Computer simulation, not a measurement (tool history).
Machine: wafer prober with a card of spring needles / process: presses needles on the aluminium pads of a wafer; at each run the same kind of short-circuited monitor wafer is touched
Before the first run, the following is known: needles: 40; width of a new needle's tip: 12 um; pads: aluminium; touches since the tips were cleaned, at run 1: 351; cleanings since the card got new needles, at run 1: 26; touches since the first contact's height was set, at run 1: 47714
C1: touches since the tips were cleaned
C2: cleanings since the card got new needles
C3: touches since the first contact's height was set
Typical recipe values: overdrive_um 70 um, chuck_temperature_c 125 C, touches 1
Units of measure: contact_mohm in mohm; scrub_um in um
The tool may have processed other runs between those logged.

{"run": 1, "day": 0.0, "overdrive_um": 70, "chuck_temperature_c": 125, "touches": 1, "C1": 351, "C2": 26, "C3": 47714, "contact_mohm": 247, "scrub_um": 18.68}
{"day": 0.221, "done": "tips cleaned on abrasive film"}
{"run": 2, "day": 0.296, "overdrive_um": 70, "chuck_temperature_c": 125, "touches": 1, "C1": 421, "C2": 27, "C3": 49390, "contact_mohm": 246, "scrub_um": 18.89}
{"day": 0.504, "done": "tips cleaned on abrasive film"}
{"run": 3, "day": 0.538, "overdrive_um": 70, "chuck_temperature_c": 125, "touches": 1, "C1": 197, "C2": 28, "C3": 50766, "contact_mohm": 244, "scrub_um": 18.64}
{"day": 0.775, "done": "tips cleaned on abrasive film"}
{"run": 4, "day": 1.008, "overdrive_um": 51, "chuck_temperature_c": 125, "touches": 1, "C1": 1328, "C2": 29, "C3": 53445, "contact_mohm": 248, "scrub_um": 13.61}
{"day": 1.075, "done": "tips cleaned on abrasive film"}
{"run": 5, "day": 1.317, "overdrive_um": 51, "chuck_temperature_c": 125, "touches": 1, "C1": 1397, "C2": 30, "C3": 55208, "contact_mohm": 244, "scrub_um": 13.52}
{"day": 1.375, "done": "tips cleaned on abrasive film"}
{"day": 1.646, "done": "tips cleaned on abrasive film"}
{"run": 6, "day": 1.721, "overdrive_um": 51, "chuck_temperature_c": 125, "touches": 1, "C1": 432, "C2": 32, "C3": 57495, "contact_mohm": 247, "scrub_um": 13.75}
{"day": 1.933, "done": "tips cleaned on abrasive film"}
{"run": 7, "day": 2.033, "overdrive_um": 51, "chuck_temperature_c": 125, "touches": 1, "C1": 569, "C2": 33, "C3": 59267, "contact_mohm": 248, "scrub_um": 13.57}
{"day": 2.221, "done": "tips cleaned on abrasive film"}
{"day": 2.517, "done": "tips cleaned on abrasive film"}
{"run": 8, "day": 2.596, "overdrive_um": 51, "chuck_temperature_c": 125, "touches": 1, "C1": 459, "C2": 35, "C3": 62458, "contact_mohm": 249, "scrub_um": 13.62}
{"day": 2.788, "done": "tips cleaned on abrasive film"}
{"run": 9, "day": 2.938, "overdrive_um": 51, "chuck_temperature_c": 125, "touches": 1, "C1": 852, "C2": 36, "C3": 64397, "contact_mohm": 247, "scrub_um": 13.57}
{"day": 3.079, "done": "tips cleaned on abrasive film"}
{"day": 3.379, "done": "tips cleaned on abrasive film"}
{"run": 10, "day": 3.492, "overdrive_um": 78, "chuck_temperature_c": 113, "touches": 2, "C1": 661, "C2": 38, "C3": 67554, "contact_mohm": 241, "scrub_um": 21.27}

For run 11, what comes out?
{"day": 3.654, "done": "tips cleaned on abrasive film"}
{"day": 3.933, "done": "tips cleaned on abrasive film"}
{"run": 11, "day": 4.033, "overdrive_um": 55, "chuck_temperature_c": 88, "touches": 1, "C1": 592, "C2": 40, "C3": 70637, "contact_mohm": "?", "scrub_um": "?"}

contact_mohm: 241 mohm
scrub_um: 14.54 um
Without the tool's hidden state the same run would have given contact_mohm 240 mohm, scrub_um 14.56 um.
